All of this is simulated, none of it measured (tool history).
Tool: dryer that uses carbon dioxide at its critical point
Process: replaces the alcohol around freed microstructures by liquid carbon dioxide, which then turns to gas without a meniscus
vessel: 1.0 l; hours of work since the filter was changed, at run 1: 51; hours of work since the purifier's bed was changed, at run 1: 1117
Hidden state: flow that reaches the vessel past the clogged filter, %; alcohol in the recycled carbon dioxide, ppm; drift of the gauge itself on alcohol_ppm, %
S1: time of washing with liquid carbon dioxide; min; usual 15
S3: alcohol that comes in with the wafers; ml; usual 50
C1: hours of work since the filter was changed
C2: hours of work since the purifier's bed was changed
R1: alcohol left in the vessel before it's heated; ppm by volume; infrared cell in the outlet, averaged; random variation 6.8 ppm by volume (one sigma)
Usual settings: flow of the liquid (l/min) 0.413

{"run": 1, "hour": 0.0, "S1": 15, "flow of the liquid (l/min)": 0.413, "S3": 50, "C1": 51, "C2": 1117, "R1": 406}
{"run": 2, "hour": 33.7, "S1": 15, "flow of the liquid (l/min)": 0.413, "S3": 50, "C1": 75, "C2": 1140, "R1": 420}
{"run": 3, "hour": 77.5, "S1": 15, "flow of the liquid (l/min)": 0.413, "S3": 50, "C1": 105, "C2": 1171, "R1": 433}
{"run": 4, "hour": 114.9, "S1": 15, "flow of the liquid (l/min)": 0.413, "S3": 50, "C1": 131, "C2": 1197, "R1": 459}
{"run": 5, "hour": 141.6, "S1": 15, "flow of the liquid (l/min)": 0.413, "S3": 50, "C1": 150, "C2": 1215, "R1": 477}
{"run": 6, "hour": 172.0, "S1": 15, "flow of the liquid (l/min)": 0.413, "S3": 50, "C1": 171, "C2": 1236, "R1": 488}
{"run": 7, "hour": 213.0, "S1": 15, "flow of the liquid (l/min)": 0.413, "S3": 50, "C1": 199, "C2": 1265, "R1": 503}
{"run": 8, "hour": 245.4, "S1": 10, "flow of the liquid (l/min)": 0.413, "S3": 24, "C1": 222, "C2": 1287, "R1": 1083}
{"run": 9, "hour": 265.5, "S1": 10, "flow of the liquid (l/min)": 0.413, "S3": 24, "C1": 236, "C2": 1301, "R1": 1085}
{"run": 10, "hour": 299.2, "S1": 10, "flow of the liquid (l/min)": 0.413, "S3": 24, "C1": 259, "C2": 1325, "R1": 1118}
{"run": 11, "hour": 320.9, "S1": 10, "flow of the liquid (l/min)": 0.413, "S3": 24, "C1": 274, "C2": 1340, "R1": 1145}

5 ways to go on from here, each from the tool as it stands after run 11. What would each give?
{"run": "A", "hour": 341.0, "S1": 11, "flow of the liquid (l/min)": 0.472, "S3": 46, "C1": 288, "C2": 1354, "R1": "?"}
{"run": "B", "hour": 341.0, "S1": 22, "flow of the liquid (l/min)": 0.413, "S3": 41, "C1": 288, "C2": 1354, "R1": "?"}
{"run": "C", "hour": 341.0, "S1": 10, "flow of the liquid (l/min)": 0.429, "S3": 24, "C1": 288, "C2": 1354, "R1": "?"}
{"run": "D", "hour": 341.0, "S1": 10, "flow of the liquid (l/min)": 0.413, "S3": 24, "C1": 288, "C2": 1354, "R1": "?"}
{"run": "E", "hour": 341.0, "S1": 10, "flow of the liquid (l/min)": 0.413, "S3": 24, "C1": 288, "C2": 1354, "R1": "?"}

run=A R1=956
run=B R1=138
run=C R1=1038
run=D R1=1137
run=E R1=1175
Without the tool's hidden state the same runs would have given:
run=A R1=602
run=B R1=24
run=C R1=698
run=D R1=783
run=E R1=811
